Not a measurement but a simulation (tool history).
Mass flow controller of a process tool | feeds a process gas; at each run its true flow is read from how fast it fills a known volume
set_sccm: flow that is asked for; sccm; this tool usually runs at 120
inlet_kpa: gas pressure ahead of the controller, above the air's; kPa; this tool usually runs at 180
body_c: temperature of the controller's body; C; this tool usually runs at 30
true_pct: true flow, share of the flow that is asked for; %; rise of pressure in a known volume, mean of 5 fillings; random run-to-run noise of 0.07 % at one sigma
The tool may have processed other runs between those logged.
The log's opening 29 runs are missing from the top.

run,day,set_sccm,inlet_kpa,body_c,true_pct
30,116.721,120,221,23,99.89
31,120.829,120,221,23,99.88
32,123.258,120,151,36,98.75
33,125.942,51,262,37,98.14
34,129.154,24,180,30,97.3
35,132.821,24,180,39,96.59
36,136.717,25,180,30,97.39
37,140.442,162,249,27,100.02
38,143.983,194,219,40,99.19
39,149.467,74,251,29,99.15
40,154.462,117,155,40,98.46
41,158.375,42,200,23,99.02

Below are 4 alternative next runs, each starting from the tool's condition after run 41. Predict each:
A,162.1,42,256,38,?
B,162.1,120,235,30,?
C,162.1,29,173,33,?
D,162.1,97,159,38,?

run,true_pct
A,97.81
B,99.53
C,97.39
D,98.56
Stripped of hidden state, with their random variation kept, the same runs would have yielded:
run,true_pct
A,98.42
B,99.37
C,98.53
D,98.5
